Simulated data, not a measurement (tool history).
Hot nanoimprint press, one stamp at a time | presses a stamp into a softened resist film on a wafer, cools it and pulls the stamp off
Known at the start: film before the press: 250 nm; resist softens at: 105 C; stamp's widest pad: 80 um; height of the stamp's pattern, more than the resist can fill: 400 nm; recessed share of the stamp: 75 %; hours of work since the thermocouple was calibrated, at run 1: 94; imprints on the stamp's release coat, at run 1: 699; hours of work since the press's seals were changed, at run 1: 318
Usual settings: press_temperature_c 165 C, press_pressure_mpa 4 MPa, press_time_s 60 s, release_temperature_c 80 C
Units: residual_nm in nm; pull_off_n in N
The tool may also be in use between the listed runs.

| run | hour | press_temperature_c | press_pressure_mpa | press_time_s | release_temperature_c | hours of work since the thermocouple was calibrated | imprints on the stamp's release coat | hours of work since the press's seals were changed | residual_nm | pull_off_n |
|---|---|---|---|---|---|---|---|---|---|---|
| 1 | 0 | 165 | 4 | 60 | 80 | 94 | 699 | 318 | 149.6 | 265 |
| 2 | 8.2 | 165 | 4 | 60 | 80 | 100 | 722 | 324 | 150.4 | 265 |
| 3 | 22.4 | 165 | 4 | 60 | 80 | 109 | 761 | 333 | 150.5 | 262 |
| 4 | 37.2 | 165 | 4 | 60 | 74 | 118 | 801 | 342 | 150.3 | 270 |
| 5 | 48.2 | 165 | 4 | 60 | 74 | 125 | 831 | 349 | 150.7 | 278 |
| 6 | 61.8 | 165 | 3.22 | 60 | 80 | 134 | 868 | 358 | 161.1 | 274 |
| 7 | 70.3 | 165 | 3.22 | 60 | 80 | 139 | 891 | 363 | 160.7 | 267 |
| 8 | 88.4 | 156 | 2.48 | 34 | 74 | 151 | 941 | 375 | 222.9 | 281 |
| 9 | 97.8 | 156 | 2.48 | 34 | 74 | 157 | 967 | 381 | 221.9 | 284 |
| 10 | 111.5 | 165 | 4 | 60 | 81 | 166 | 1004 | 390 | 151.3 | 272 |
| 11 | 120.1 | 168 | 4 | 46 | 80 | 171 | 1027 | 395 | 151.9 | 276 |
| 12 | 133.3 | 163 | 3.69 | 78 | 75 | 180 | 1064 | 403 | 151.3 | 287 |
| 13 | 143.7 | 167 | 4.06 | 35 | 67 | 186 | 1092 | 410 | 168.6 | 304 |
| 14 | 161.9 | 177 | 3.8 | 64 | 80 | 198 | 1142 | 422 | 105.5 | 280 |

Measured less the same run without the tool's hidden state. The same run-to-run variation is in both; the gauge's scatter may not be:
The hidden state here: true temperature over the reading, C; pressure that arrives at the usual setting, %; grip of the stamp's worn release coat, % over a new coat's; drift of the gauge itself on residual_nm, %; drift of the gauge itself on pull_off_n, %.
| run | residual_nm | pull_off_n |
|---|---|---|
| 1 | +2.8 | +26 |
| 2 | +3 | +26 |
| 3 | +3.2 | +27 |
| 4 | +3.3 | +30 |
| 5 | +3.4 | +32 |
| 6 | +3.5 | +32 |
| 7 | +3.5 | +32 |
| 8 | +2.1 | +36 |
| 9 | +2.2 | +37 |
| 10 | +4.3 | +36 |
| 11 | +4.2 | +38 |
| 12 | +4.6 | +40 |
| 13 | +4.4 | +44 |
| 14 | +3.8 | +42 |
